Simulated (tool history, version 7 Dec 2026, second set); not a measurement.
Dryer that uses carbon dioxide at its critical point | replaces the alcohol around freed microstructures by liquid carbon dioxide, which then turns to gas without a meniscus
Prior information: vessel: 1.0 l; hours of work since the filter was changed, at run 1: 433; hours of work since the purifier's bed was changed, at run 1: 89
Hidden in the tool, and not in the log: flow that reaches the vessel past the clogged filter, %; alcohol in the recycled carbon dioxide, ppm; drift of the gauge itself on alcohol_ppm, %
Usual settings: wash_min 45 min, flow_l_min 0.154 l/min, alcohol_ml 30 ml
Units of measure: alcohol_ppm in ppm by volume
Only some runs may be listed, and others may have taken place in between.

run	hour	wash_min	flow_l_min	alcohol_ml	hours of work since the filter was changed	hours of work since the purifier's bed was changed	alcohol_ppm
1	0.0	45	0.154	30	433	89	90
2	43.2	45	0.154	48	467	123	138
# hour 59.9: inlet filter changed
3	80.8	45	0.154	48	16	152	96
4	116.6	45	0.154	67	44	180	140
5	169.8	45	0.154	67	86	221	153
6	226.1	45	0.154	67	130	265	151
7	283.9	45	0.154	30	175	310	115
8	322.1	45	0.206	30	205	340	68
9	355.4	45	0.206	30	231	366	64
10	385.5	45	0.206	30	254	389	67
11	450.0	45	0.154	30	304	440	133
12	478.8	45	0.154	30	327	462	136
13	534.4	45	0.154	30	370	506	135
14	580.1	45	0.154	44	406	541	183
15	613.3	45	0.154	44	432	567	184
# hour 677.7: inlet filter changed
16	679.3	45	0.154	44	1	618	163
17	719.5	45	0.154	44	33	649	172
18	757.2	45	0.154	44	62	679	178
19	797.3	45	0.154	44	93	710	184
20	836.5	45	0.154	48	124	741	205
21	899.6	45	0.154	30	173	790	179
22	926.9	45	0.154	44	194	811	208
23	965.0	45	0.154	29	224	841	179
24	1014.1	45	0.154	43	262	879	213
25	1057.8	45	0.112	59	297	913	782
26	1120.4	53	0.224	32	345	962	149
27	1164.2	50	0.172	88	380	996	203
28	1191.5	50	0.172	88	401	1018	205
29	1246.8	50	0.134	46	444	1061	294
# hour 1293.6: inlet filter changed
30	1306.5	33	0.191	55	10	1107	323
31	1350.3	33	0.191	55	44	1141	325
32	1392.7	33	0.191	55	77	1174	351
33	1450.3	33	0.191	55	122	1219	357
34	1493.8	32	0.104	42	156	1253	2169
# hour 1518.4: purifier's bed changed
35	1524.5	53	0.159	29	178	5	20
36	1552.1	45	0.148	30	199	26	82
37	1605.2	45	0.171	47	241	68	63
38	1659.2	53	0.169	30	283	110	26
39	1698.8	65	0.112	30	314	141	65
40	1753.3	65	0.112	30	356	183	77
41	1780.8	34	0.143	33	378	205	457
42	1840.6	57	0.147	36	424	251	68
43	1897.0	57	0.147	36	468	295	83
# hour 1913.7: inlet filter changed
44	1940.4	57	0.237	29	21	329	53
45	1993.8	35	0.237	29	63	370	72
46	2043.4	38	0.109	110	101	409	2529

Entry by entry between the runs, the difference in hidden state between the last listed run before and the first listed run after:
Run 2 -> run 3: inlet filter changed (hour 59.9)
  flow that reaches the vessel past the clogged filter, %: 93.3 -> 99.6; alcohol in the recycled carbon dioxide, ppm: 23.9 -> 28.2
  measured result minus the result with no hidden state, alcohol_ppm: +57 -> +25 ppm by volume
Run 15 -> run 16: inlet filter changed (hour 677.7)
  flow that reaches the vessel past the clogged filter, %: 94.1 -> 99.7; alcohol in the recycled carbon dioxide, ppm: 92.8 -> 100.7
  measured result minus the result with no hidden state, alcohol_ppm: +119 -> +96 ppm by volume
Run 29 -> run 30: inlet filter changed (hour 1293.6)
  flow that reaches the vessel past the clogged filter, %: 93.9 -> 99.3; alcohol in the recycled carbon dioxide, ppm: 169.6 -> 177.3
  measured result minus the result with no hidden state, alcohol_ppm: +203 -> +176 ppm by volume
Run 34 -> run 35: purifier's bed changed (hour 1518.4)
  flow that reaches the vessel past the clogged filter, %: 97.4 -> 97.1; alcohol in the recycled carbon dioxide, ppm: 199.9 -> 6.7
  measured result minus the result with no hidden state, alcohol_ppm: +347 -> +4 ppm by volume
Run 43 -> run 44: inlet filter changed (hour 1913.7)
  flow that reaches the vessel past the clogged filter, %: 93.4 -> 99.3; alcohol in the recycled carbon dioxide, ppm: 53 -> 57.9
  measured result minus the result with no hidden state, alcohol_ppm: +57 -> +52 ppm by volume
